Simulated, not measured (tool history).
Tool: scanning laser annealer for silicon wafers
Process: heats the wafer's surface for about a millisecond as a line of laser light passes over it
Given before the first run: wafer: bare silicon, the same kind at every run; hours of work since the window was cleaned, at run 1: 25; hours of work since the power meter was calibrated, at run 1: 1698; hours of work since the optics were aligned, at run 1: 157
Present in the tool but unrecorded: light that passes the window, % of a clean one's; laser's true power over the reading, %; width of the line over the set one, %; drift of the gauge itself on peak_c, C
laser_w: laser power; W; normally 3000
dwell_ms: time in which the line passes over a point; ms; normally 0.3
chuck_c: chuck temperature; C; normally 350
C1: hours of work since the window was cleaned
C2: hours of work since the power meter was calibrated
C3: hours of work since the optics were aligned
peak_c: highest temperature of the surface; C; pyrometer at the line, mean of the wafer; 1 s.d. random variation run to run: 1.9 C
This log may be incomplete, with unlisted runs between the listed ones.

Run 1, hour 0: usual settings; C1 25; C2 1698; C3 157. Result: peak_c 1173 C.
Run 2, hour 36.5: usual settings; C1 46; C2 1719; C3 178. Result: peak_c 1165 C.
Run 3, hour 88.7: usual settings; C1 77; C2 1750; C3 209. Result: peak_c 1163 C.
Run 4, hour 165.9: usual settings but dwell_ms 0.305 ms; C1 123; C2 1795; C3 254. Result: peak_c 1162 C.
Run 5, hour 213.1: usual settings but dwell_ms 0.305 ms; C1 150; C2 1823; C3 282. Result: peak_c 1163 C.
Run 6, hour 277: usual settings but dwell_ms 0.305 ms; C1 188; C2 1861; C3 319. Result: peak_c 1153 C.
Run 7, hour 340.8: usual settings but dwell_ms 0.305 ms; C1 225; C2 1898; C3 357. Result: peak_c 1153 C.
Run 8, hour 385.4: usual settings but dwell_ms 0.305 ms; C1 251; C2 1924; C3 383. Result: peak_c 1150 C.
Run 9, hour 426.1: usual settings but dwell_ms 0.305 ms; C1 275; C2 1948; C3 407. Result: peak_c 1145 C.
Run 10, hour 493.3: usual settings but dwell_ms 0.305 ms; C1 315; C2 1988; C3 446. Result: peak_c 1142 C.
Run 11, hour 550: usual settings but dwell_ms 0.305 ms; C1 348; C2 2021; C3 480. Result: peak_c 1135 C.
Run 12, hour 591: usual settings but dwell_ms 0.305 ms; C1 372; C2 2045; C3 504. Result: peak_c 1137 C.
At hour 599.5: window over the wafer cleaned.
Run 13, hour 652.7: usual settings; C1 31; C2 2080; C3 539. Result: peak_c 1105 C.
Run 14, hour 688.4: usual settings but chuck_c 386 C; C1 52; C2 2101; C3 560. Result: peak_c 1141 C.
Run 15, hour 745.2: usual settings but chuck_c 386 C; C1 86; C2 2135; C3 593. Result: peak_c 1135 C.
Run 16, hour 790.4: usual settings but chuck_c 386 C; C1 112; C2 2161; C3 620. Result: peak_c 1131 C.
Run 17, hour 866.5: usual settings but chuck_c 386 C; C1 157; C2 2206; C3 664. Result: peak_c 1123 C.
At hour 914.1: window over the wafer cleaned, once more.
Run 18, hour 919.4: usual settings but chuck_c 386 C; C1 3; C2 2236; C3 694. Result: peak_c 1193 C.
Run 19, hour 982.3: usual settings but chuck_c 374 C; C1 40; C2 2273; C3 731. Result: peak_c 1176 C.
Run 20, hour 1038.3: usual settings; C1 73; C2 2306; C3 764. Result: peak_c 1153 C.
At hour 1092.8: optics aligned, line set to its width.
Run 21, hour 1092.8: usual settings but laser_w 2633 W, dwell_ms 0.305 ms; C1 102; C2 2335; C3 0. Result: peak_c 1059 C.
Run 22, hour 1132.1: usual settings but dwell_ms 0.23 ms; C1 125; C2 2358; C3 23. Result: peak_c 1062 C.
Run 23, hour 1204.9: usual settings but laser_w 3203 W, dwell_ms 0.306 ms; C1 168; C2 2400; C3 66. Result: peak_c 1223 C.
Run 24, hour 1238.9: usual settings but laser_w 3021 W, dwell_ms 0.233 ms, chuck_c 371 C; C1 188; C2 2420; C3 86. Result: peak_c 1087 C.
Run 25, hour 1295.8: usual settings but laser_w 3021 W, dwell_ms 0.233 ms, chuck_c 371 C; C1 221; C2 2454; C3 119. Result: peak_c 1081 C.
Run 26, hour 1368.9: usual settings but laser_w 3021 W, dwell_ms 0.233 ms, chuck_c 371 C; C1 264; C2 2497; C3 162. Result: peak_c 1079 C.
Run 27, hour 1426.4: usual settings but laser_w 3002 W, dwell_ms 0.366 ms, chuck_c 345 C; C1 298; C2 2531; C3 196. Result: peak_c 1219 C.
Run 28, hour 1459.8: usual settings but laser_w 3002 W, dwell_ms 0.366 ms, chuck_c 345 C; C1 318; C2 2550; C3 216. Result: peak_c 1217 C.
Run 29, hour 1534.5: usual settings but laser_w 3002 W, dwell_ms 0.366 ms, chuck_c 345 C; C1 361; C2 2594; C3 259. Result: peak_c 1209 C.
Run 30, hour 1584.3: usual settings but laser_w 3002 W, dwell_ms 0.366 ms, chuck_c 345 C; C1 391; C2 2623; C3 289. Result: peak_c 1203 C.
Run 31, hour 1616.7: usual settings but laser_w 3002 W, dwell_ms 0.366 ms, chuck_c 345 C; C1 410; C2 2642; C3 308. Result: peak_c 1201 C.
Run 32, hour 1691.9: usual settings but laser_w 2843 W, dwell_ms 0.263 ms; C1 454; C2 2686; C3 352. Result: peak_c 1031 C.
Run 33, hour 1742.3: usual settings but laser_w 2986 W, chuck_c 359 C; C1 484; C2 2716; C3 382. Result: peak_c 1124 C.
Run 34, hour 1786.4: usual settings but laser_w 2986 W, chuck_c 359 C; C1 509; C2 2742; C3 407. Result: peak_c 1124 C.
At hour 1816.1: window over the wafer cleaned.
Run 35, hour 1852.1: usual settings but laser_w 2986 W, chuck_c 363 C; C1 21; C2 2779; C3 445. Result: peak_c 1169 C.
Run 36, hour 1893.9: usual settings but laser_w 3121 W, dwell_ms 0.275 ms, chuck_c 341 C; C1 46; C2 2804; C3 469. Result: peak_c 1152 C.
Run 37, hour 1940: usual settings but laser_w 3125 W, dwell_ms 0.238 ms, chuck_c 336 C; C1 73; C2 2831; C3 496. Result: peak_c 1086 C.
Run 38, hour 1985.7: usual settings but laser_w 2997 W; C1 100; C2 2858; C3 523. Result: peak_c 1150 C.
Run 39, hour 2023: usual settings but laser_w 3137 W, chuck_c 341 C; C1 122; C2 2880; C3 545. Result: peak_c 1179 C.
Run 40, hour 2055.9: usual settings but laser_w 3137 W, chuck_c 341 C; C1 141; C2 2899; C3 565. Result: peak_c 1180 C.

What if the next run were any one of these 5? Each begins from the tool's condition after run 40:
Run A, hour 2124.3: usual settings but dwell_ms 0.237 ms; C1 181; C2 2939; C3 605. Result: peak_c ?.
Run B, hour 2124.3: usual settings but laser_w 3258 W, chuck_c 331 C; C1 181; C2 2939; C3 605. Result: peak_c ?.
Run C, hour 2124.3: usual settings but laser_w 3133 W, dwell_ms 0.246 ms; C1 181; C2 2939; C3 605. Result: peak_c ?.
Run D, hour 2124.3: usual settings but chuck_c 381 C; C1 181; C2 2939; C3 605. Result: peak_c ?.
Run E, hour 2124.3: usual settings but dwell_ms 0.351 ms; C1 181; C2 2939; C3 605. Result: peak_c ?.

run  peak_c
  A    1055
  B    1200
  C    1102
  D    1175
  E    1204
Without the tool's unlogged condition, the same runs would have read:
run  peak_c
  A    1095
  B    1249
  C    1144
  D    1220
  E    1252

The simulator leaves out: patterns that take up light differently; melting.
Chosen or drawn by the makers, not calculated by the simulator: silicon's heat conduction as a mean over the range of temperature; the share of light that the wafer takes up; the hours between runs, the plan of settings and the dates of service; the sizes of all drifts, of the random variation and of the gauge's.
